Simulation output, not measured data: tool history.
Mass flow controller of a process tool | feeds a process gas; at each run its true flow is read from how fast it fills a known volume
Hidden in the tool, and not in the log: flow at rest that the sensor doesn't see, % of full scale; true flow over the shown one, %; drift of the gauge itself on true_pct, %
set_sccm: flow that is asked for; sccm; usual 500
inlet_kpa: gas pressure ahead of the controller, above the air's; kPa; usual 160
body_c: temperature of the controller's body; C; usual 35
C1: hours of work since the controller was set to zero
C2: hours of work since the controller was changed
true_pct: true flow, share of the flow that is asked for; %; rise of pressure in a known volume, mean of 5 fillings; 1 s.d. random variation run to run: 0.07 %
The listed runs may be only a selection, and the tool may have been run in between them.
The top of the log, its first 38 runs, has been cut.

{"run": 39, "hour": 5946.4, "set_sccm": 460, "inlet_kpa": 181, "body_c": 25, "C1": 4900, "C2": 4900, "true_pct": 95.73}
{"run": 40, "hour": 6097.5, "set_sccm": 218, "inlet_kpa": 198, "body_c": 35, "C1": 4965, "C2": 4965, "true_pct": 93.14}
{"run": 41, "hour": 6275.7, "set_sccm": 218, "inlet_kpa": 198, "body_c": 35, "C1": 5041, "C2": 5041, "true_pct": 92.92}
{"run": 42, "hour": 6455.8, "set_sccm": 269, "inlet_kpa": 165, "body_c": 32, "C1": 5118, "C2": 5118, "true_pct": 93.62}
{"run": 43, "hour": 6693.4, "set_sccm": 994, "inlet_kpa": 255, "body_c": 28, "C1": 5219, "C2": 5219, "true_pct": 97.42}
{"run": 44, "hour": 6869.9, "set_sccm": 130, "inlet_kpa": 160, "body_c": 32, "C1": 5295, "C2": 5295, "true_pct": 91.26}
{"run": 45, "hour": 7060.7, "set_sccm": 491, "inlet_kpa": 178, "body_c": 39, "C1": 5376, "C2": 5376, "true_pct": 94.0}
{"run": 46, "hour": 7253.9, "set_sccm": 500, "inlet_kpa": 169, "body_c": 22, "C1": 5459, "C2": 5459, "true_pct": 95.74}
{"run": 47, "hour": 7455.1, "set_sccm": 113, "inlet_kpa": 169, "body_c": 22, "C1": 5545, "C2": 5545, "true_pct": 91.54}

Branching from run 47: 5 alternative next runs. What would each branch give?
{"run": "A", "hour": 7603.7, "set_sccm": 445, "inlet_kpa": 160, "body_c": 35, "C1": 5608, "C2": 5608, "true_pct": "?"}
{"run": "B", "hour": 7603.7, "set_sccm": 113, "inlet_kpa": 161, "body_c": 34, "C1": 5608, "C2": 5608, "true_pct": "?"}
{"run": "C", "hour": 7603.7, "set_sccm": 202, "inlet_kpa": 221, "body_c": 22, "C1": 5608, "C2": 5608, "true_pct": "?"}
{"run": "D", "hour": 7603.7, "set_sccm": 500, "inlet_kpa": 160, "body_c": 37, "C1": 5608, "C2": 5608, "true_pct": "?"}
{"run": "E", "hour": 7603.7, "set_sccm": 113, "inlet_kpa": 246, "body_c": 24, "C1": 5608, "C2": 5608, "true_pct": "?"}

run=A true_pct=94.05
run=B true_pct=89.99
run=C true_pct=94.03
run=D true_pct=93.96
run=E true_pct=91.61
Without the tool's hidden state the same runs would have given:
run=A true_pct=97.42
run=B true_pct=96.71
run=C true_pct=98.77
run=D true_pct=97.21
run=E true_pct=98.32

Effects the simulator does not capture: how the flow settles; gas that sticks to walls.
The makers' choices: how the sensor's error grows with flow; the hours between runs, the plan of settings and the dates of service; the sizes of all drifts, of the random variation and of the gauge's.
